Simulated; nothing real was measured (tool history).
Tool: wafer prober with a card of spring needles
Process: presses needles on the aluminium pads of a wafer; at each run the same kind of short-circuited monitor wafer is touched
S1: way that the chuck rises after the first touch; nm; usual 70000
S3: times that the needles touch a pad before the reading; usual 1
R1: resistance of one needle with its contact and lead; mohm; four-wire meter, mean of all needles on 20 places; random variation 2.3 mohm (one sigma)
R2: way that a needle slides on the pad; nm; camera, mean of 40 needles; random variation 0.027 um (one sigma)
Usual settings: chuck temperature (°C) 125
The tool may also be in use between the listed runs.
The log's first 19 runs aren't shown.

{"hour": 308.8, "done": "tips cleaned on abrasive film"}
{"hour": 319.8, "done": "height of the first contact set anew"}
{"hour": 322.0, "done": "tips cleaned on abrasive film"}
{"run": 20, "hour": 325.2, "S1": 71000, "chuck temperature (°C)": 39, "S3": 1, "R1": 242, "R2": 13570}
{"hour": 333.8, "done": "tips cleaned on abrasive film"}
{"run": 21, "hour": 339.4, "S1": 74000, "chuck temperature (°C)": 50, "S3": 3, "R1": 243, "R2": 14140}
{"hour": 346.3, "done": "tips cleaned on abrasive film"}
{"run": 22, "hour": 354.0, "S1": 76000, "chuck temperature (°C)": 125, "S3": 1, "R1": 258, "R2": 14600}
{"hour": 358.5, "done": "tips cleaned on abrasive film"}
{"run": 23, "hour": 364.6, "S1": 64000, "chuck temperature (°C)": 43, "S3": 3, "R1": 243, "R2": 12270}
{"hour": 371.0, "done": "tips cleaned on abrasive film"}
{"run": 24, "hour": 382.1, "S1": 61000, "chuck temperature (°C)": 115, "S3": 2, "R1": 263, "R2": 11690}
{"hour": 383.4, "done": "tips cleaned on abrasive film"}
{"hour": 396.0, "done": "tips cleaned on abrasive film"}
{"run": 25, "hour": 401.6, "S1": 61000, "chuck temperature (°C)": 41, "S3": 2, "R1": 240, "R2": 11680}
{"hour": 408.4, "done": "tips cleaned on abrasive film"}
{"hour": 420.3, "done": "tips cleaned on abrasive film"}
{"run": 26, "hour": 422.6, "S1": 61000, "chuck temperature (°C)": 41, "S3": 1, "R1": 243, "R2": 11760}
{"hour": 432.2, "done": "tips cleaned on abrasive film"}
{"run": 27, "hour": 433.7, "S1": 61000, "chuck temperature (°C)": 41, "S3": 1, "R1": 240, "R2": 11760}
{"hour": 444.5, "done": "tips cleaned on abrasive film"}
{"run": 28, "hour": 452.8, "S1": 77000, "chuck temperature (°C)": 50, "S3": 1, "R1": 244, "R2": 14820}
{"hour": 457.9, "done": "tips cleaned on abrasive film"}
{"hour": 458.2, "done": "height of the first contact set anew"}
{"run": 29, "hour": 465.9, "S1": 77000, "chuck temperature (°C)": 50, "S3": 1, "R1": 241, "R2": 14870}
{"hour": 469.9, "done": "tips cleaned on abrasive film"}
{"run": 30, "hour": 477.2, "S1": 70000, "chuck temperature (°C)": 77, "S3": 1, "R1": 249, "R2": 13490}
{"hour": 481.8, "done": "tips cleaned on abrasive film"}
{"hour": 494.3, "done": "tips cleaned on abrasive film"}
{"run": 31, "hour": 496.7, "S1": 60000, "chuck temperature (°C)": 41, "S3": 1, "R1": 243, "R2": 11620}
{"hour": 506.7, "done": "tips cleaned on abrasive film"}
{"run": 32, "hour": 514.1, "S1": 70000, "chuck temperature (°C)": 125, "S3": 1, "R1": 263, "R2": 13520}
{"hour": 519.2, "done": "tips cleaned on abrasive film"}
{"hour": 531.6, "done": "tips cleaned on abrasive film"}
{"run": 33, "hour": 536.6, "S1": 67000, "chuck temperature (°C)": 43, "S3": 1, "R1": 239, "R2": 12950}

3 ways to go on from here, each from the tool as it stands after run 33. What would each give?
{"hour": 544.3, "done": "tips cleaned on abrasive film"}
{"run": "A", "hour": 547.9, "S1": 70000, "chuck temperature (°C)": 59, "S3": 2, "R1": "?", "R2": "?"}
{"hour": 544.3, "done": "tips cleaned on abrasive film"}
{"run": "B", "hour": 547.9, "S1": 67000, "chuck temperature (°C)": 32, "S3": 1, "R1": "?", "R2": "?"}
{"hour": 544.3, "done": "tips cleaned on abrasive film"}
{"run": "C", "hour": 547.9, "S1": 70000, "chuck temperature (°C)": 125, "S3": 1, "R1": "?", "R2": "?"}

run=A R1=244 R2=13500
run=B R1=237 R2=12950
run=C R1=262 R2=13570
Without the tool's hidden state the same runs would have given:
run=A R1=244 R2=13230
run=B R1=236 R2=12690
run=C R1=261 R2=13300
